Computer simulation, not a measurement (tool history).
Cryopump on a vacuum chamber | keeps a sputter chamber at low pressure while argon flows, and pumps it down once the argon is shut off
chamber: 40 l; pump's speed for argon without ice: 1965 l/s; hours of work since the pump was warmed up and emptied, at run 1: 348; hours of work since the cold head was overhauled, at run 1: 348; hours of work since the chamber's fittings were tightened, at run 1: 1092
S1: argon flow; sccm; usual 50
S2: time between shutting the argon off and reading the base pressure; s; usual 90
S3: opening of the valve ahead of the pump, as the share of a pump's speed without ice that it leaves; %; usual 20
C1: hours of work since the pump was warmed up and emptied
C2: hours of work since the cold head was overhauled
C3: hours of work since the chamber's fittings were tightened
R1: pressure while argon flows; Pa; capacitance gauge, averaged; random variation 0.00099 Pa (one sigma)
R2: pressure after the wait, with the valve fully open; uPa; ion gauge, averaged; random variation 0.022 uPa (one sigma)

run   hour  S1   S2  S3   C1   C2    C3      R1    R2
  1    0.0  50   90  20  348  348  1092  0.2226  0.78
  2   90.5  50   90  20  404  404  1148  0.2242  0.79
  3  164.3  50   90  20  450  450  1194  0.2243  0.80
  4  216.8  50  265  20  482  482  1227  0.2231  0.49
  5  281.4  50  265  20  522  522  1267  0.2260  0.48
  6  404.7  50   90  20  599  599  1343  0.2272  0.86
  7  520.6  50   90  20  670  670  1415  0.2292  0.87
  8  575.8  50   90  20  705  705  1449  0.2302  0.91
  9  638.1  23   90  20  743  743  1488  0.1074  0.93
 10  760.9  35  104  42  819  819  1564  0.0854  0.85
 11  861.6  58   33  32  882  882  1626  0.1794  1.78
 12  938.0  58   33  32  929  929  1674  0.1815  1.79

Run 13 comes next. What will it give?
     1001.0  -- pump warmed up, emptied and cooled again
 13  1005.6  58  33  32   3  968  1713   ?   ?

Run 13 gave R1 0.1572 Pa, R2 1.63 uPa.
Without the tool's hidden state the same run would have given R1 0.1563 Pa, R2 1.45 uPa.
